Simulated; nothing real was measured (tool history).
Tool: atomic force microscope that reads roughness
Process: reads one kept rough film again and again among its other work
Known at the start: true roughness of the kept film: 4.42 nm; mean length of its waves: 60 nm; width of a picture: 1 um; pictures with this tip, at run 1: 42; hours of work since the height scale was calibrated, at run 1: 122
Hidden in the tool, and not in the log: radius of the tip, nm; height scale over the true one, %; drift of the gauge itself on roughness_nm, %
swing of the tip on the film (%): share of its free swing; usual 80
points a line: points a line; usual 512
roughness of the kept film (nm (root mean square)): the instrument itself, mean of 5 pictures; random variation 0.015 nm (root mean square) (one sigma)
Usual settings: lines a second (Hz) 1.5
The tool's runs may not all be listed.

| run | hour | lines a second (Hz) | swing of the tip on the film (%) | points a line | pictures with this tip | hours of work since the height scale was calibrated | roughness of the kept film (nm (root mean square)) |
|---|---|---|---|---|---|---|---|
| 1 | 0 | 1.5 | 80 | 512 | 42 | 122 | 3.609 |
| 2 | 12.9 | 1.5 | 80 | 512 | 56 | 130 | 3.54 |
| 3 | 24.8 | 1.5 | 80 | 512 | 70 | 138 | 3.499 |
| 4 | 40.4 | 1.5 | 80 | 512 | 87 | 147 | 3.497 |
| 5 | 58.6 | 1.5 | 80 | 512 | 108 | 158 | 3.445 |
| 6 | 74.9 | 1.5 | 66 | 512 | 126 | 168 | 3.737 |
| 7 | 86.2 | 1.5 | 66 | 512 | 139 | 175 | 3.698 |
| 8 | 104.3 | 1.5 | 66 | 512 | 160 | 186 | 3.694 |
|  | 119.1 | new tip fitted |
| 9 | 125.4 | 1.5 | 66 | 512 | 7 | 199 | 3.902 |
| 10 | 143.4 | 1.5 | 80 | 480 | 27 | 210 | 3.592 |
| 11 | 156.5 | 1.5 | 87 | 480 | 42 | 218 | 3.403 |
| 12 | 176.9 | 1.5 | 78 | 512 | 65 | 230 | 3.601 |
| 13 | 197.4 | 1.5 | 80 | 893 | 88 | 243 | 3.526 |
| 14 | 219.5 | 0.95 | 80 | 893 | 113 | 256 | 3.63 |
| 15 | 240.5 | 1.5 | 80 | 512 | 137 | 269 | 3.46 |
| 16 | 256 | 1.5 | 80 | 512 | 155 | 278 | 3.441 |
|  | 274.9 | new tip fitted |
| 17 | 276.2 | 1.5 | 80 | 430 | 2 | 290 | 3.615 |
| 18 | 289.1 | 1.5 | 80 | 430 | 17 | 298 | 3.612 |
| 19 | 305.1 | 1.5 | 80 | 723 | 35 | 308 | 3.611 |
| 20 | 323 | 1.5 | 80 | 723 | 55 | 319 | 3.587 |
| 21 | 334.4 | 1.5 | 57 | 723 | 68 | 326 | 3.919 |
| 22 | 343.4 | 1.5 | 80 | 512 | 78 | 331 | 3.514 |
| 23 | 356.5 | 1.5 | 80 | 512 | 93 | 339 | 3.508 |
| 24 | 369.4 | 1.5 | 80 | 512 | 107 | 347 | 3.509 |
| 25 | 390.7 | 1.5 | 74 | 257 | 131 | 360 | 3.584 |
| 26 | 404.6 | 1.5 | 74 | 257 | 147 | 369 | 3.559 |
| 27 | 426.1 | 0.81 | 88 | 512 | 171 | 382 | 3.509 |
|  | 430.3 | new tip fitted |
| 28 | 435.8 | 1.5 | 65 | 512 | 6 | 388 | 3.93 |
| 29 | 447.5 | 0.91 | 69 | 372 | 19 | 395 | 3.965 |
| 30 | 463.7 | 0.91 | 69 | 372 | 37 | 405 | 3.956 |
| 31 | 481 | 0.91 | 69 | 372 | 57 | 415 | 3.91 |
| 32 | 492.8 | 1.65 | 80 | 606 | 70 | 422 | 3.508 |
| 33 | 507 | 2.51 | 73 | 468 | 87 | 431 | 3.433 |
| 34 | 527.1 | 0.68 | 73 | 743 | 109 | 443 | 3.868 |
| 35 | 546.1 | 0.68 | 73 | 743 | 131 | 455 | 3.827 |
| 36 | 567.9 | 2.84 | 80 | 512 | 155 | 468 | 3.063 |
| 37 | 583.9 | 1.46 | 71 | 912 | 173 | 478 | 3.637 |
|  | 585.5 | new tip fitted |
| 38 | 595.4 | 1.5 | 75 | 512 | 11 | 485 | 3.719 |
| 39 | 616.9 | 3.26 | 79 | 568 | 35 | 498 | 3.122 |
| 40 | 638.7 | 1.71 | 79 | 426 | 60 | 511 | 3.49 |
| 41 | 651.9 | 0.55 | 67 | 478 | 75 | 519 | 3.987 |
| 42 | 663.5 | 0.73 | 85 | 359 | 88 | 526 | 3.685 |
| 43 | 681 | 0.63 | 71 | 517 | 108 | 537 | 3.868 |
| 44 | 690.4 | 0.63 | 71 | 517 | 118 | 543 | 3.884 |
| 45 | 709.6 | 0.63 | 71 | 517 | 140 | 554 | 3.814 |
| 46 | 728.9 | 1.99 | 67 | 512 | 162 | 566 | 3.569 |
|  | 740.7 | new tip fitted |
| 47 | 749.2 | 1.99 | 67 | 512 | 9 | 578 | 3.788 |
| 48 | 762.7 | 3.5 | 58 | 380 | 25 | 587 | 3.801 |

3 ways to go on from here, each from the tool as it stands after run 48. What would each give?
| A | 773.9 | 2.19 | 80 | 980 | 37 | 593 | ? |
| B | 773.9 | 0.82 | 58 | 380 | 37 | 593 | ? |
| C | 773.9 | 0.62 | 78 | 337 | 37 | 593 | ? |

| run | roughness of the kept film (nm (root mean square)) |
|---|---|
| A | 3.37 |
| B | 4.097 |
| C | 3.962 |
Without the tool's hidden state the same runs would have given:
| run | roughness of the kept film (nm (root mean square)) |
|---|---|
| A | 3.411 |
| B | 4.147 |
| C | 4.011 |

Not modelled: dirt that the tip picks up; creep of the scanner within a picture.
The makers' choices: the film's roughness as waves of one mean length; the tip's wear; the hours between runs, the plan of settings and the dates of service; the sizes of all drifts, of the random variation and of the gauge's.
